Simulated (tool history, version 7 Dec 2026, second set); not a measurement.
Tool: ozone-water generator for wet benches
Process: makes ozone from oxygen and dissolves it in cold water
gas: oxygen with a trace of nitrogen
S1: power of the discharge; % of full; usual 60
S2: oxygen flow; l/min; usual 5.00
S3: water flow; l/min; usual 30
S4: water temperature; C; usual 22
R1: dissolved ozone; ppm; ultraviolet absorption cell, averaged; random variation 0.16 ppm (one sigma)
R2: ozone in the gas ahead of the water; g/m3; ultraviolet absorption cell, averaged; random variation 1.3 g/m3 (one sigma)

run    hour  S1    S2  S3  S4    R1     R2
  1     0.0  60  5.00  30  22  19.8  236.0
  2    71.3  60  5.00  30  22  19.6  234.4
  3   231.4  60  5.00  30  22  19.5  235.6
  4   357.4  60  5.00  30  22  19.2  233.6
  5   511.0  60  8.82  30  22  18.0  160.1
  6   594.5  60  8.82  30  22  18.1  156.9
  7   670.8  60  8.51  30  22  17.9  162.8
  8   792.8  60  8.51  30  22  17.8  161.6
  9   921.9  60  5.00  37  15  16.7  227.8
 10  1011.6  42  5.00  37  22  12.6  181.4
 11  1083.3  42  5.00  21  15  22.1  182.2
 12  1207.3  60  8.73  47  22  12.2  157.9
 13  1376.1  71  4.24  30  17  21.4  280.5
 14  1487.1  55  5.00  46  22  11.7  215.2
 15  1637.8  55  5.00  32  24  15.9  213.2

Not shown: 1 entry that the log had between the listed runs. Between which runs, and how does the tool's hidden state differ before and after?
Between runs 10 and 11: water thermometer calibrated (hour 1019.2)
  yield of the discharge, % of new electrodes': 95.2 -> 94.9; contactor's efficiency, % of a clean one's: 91.5 -> 91.3; true water temperature over the reading, C: 0.19 -> 0.32
  measured less the result without the state, R1: -1.0 -> -1.5 ppm; R2: -6.2 -> -6.4 g/m3
